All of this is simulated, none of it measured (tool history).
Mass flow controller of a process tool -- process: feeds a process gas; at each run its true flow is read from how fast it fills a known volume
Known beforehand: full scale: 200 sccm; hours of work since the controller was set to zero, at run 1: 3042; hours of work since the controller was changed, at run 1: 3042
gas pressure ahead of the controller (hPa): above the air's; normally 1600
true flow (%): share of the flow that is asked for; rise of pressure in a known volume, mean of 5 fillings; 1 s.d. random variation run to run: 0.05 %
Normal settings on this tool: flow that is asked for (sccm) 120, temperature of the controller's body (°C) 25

run	hour	flow that is asked for (sccm)	gas pressure ahead of the controller (hPa)	temperature of the controller's body (°C)	hours of work since the controller was set to zero	hours of work since the controller was changed	true flow (%)
1	0	120	1600	25	3042	3042	99.92
2	380.2	120	1600	25	3245	3245	100.01
3	605.1	120	1600	25	3366	3366	100.05
4	805.1	120	1600	25	3473	3473	99.98
5	1124.7	120	1600	25	3644	3644	99.94
6	1409.5	21	2350	21	3797	3797	103.1
7	1660	38	1870	25	3931	3931	101.24
8	1908	176	1590	25	4064	4064	99.96
9	2078.6	103	2790	38	4155	4155	99.95
10	2334.6	120	2390	34	4293	4293	99.97

The same runs without the tool's hidden state, with the same run-to-run variation:
Hidden state at play: flow at rest that the sensor doesn't see, % of full scale; true flow over the shown one, %; drift of the gauge itself on true_pct, %.
run	true flow (%)
1	99.52
2	99.59
3	99.62
4	99.54
5	99.49
6	99.69
7	99.38
8	99.68
9	99.34
10	99.46

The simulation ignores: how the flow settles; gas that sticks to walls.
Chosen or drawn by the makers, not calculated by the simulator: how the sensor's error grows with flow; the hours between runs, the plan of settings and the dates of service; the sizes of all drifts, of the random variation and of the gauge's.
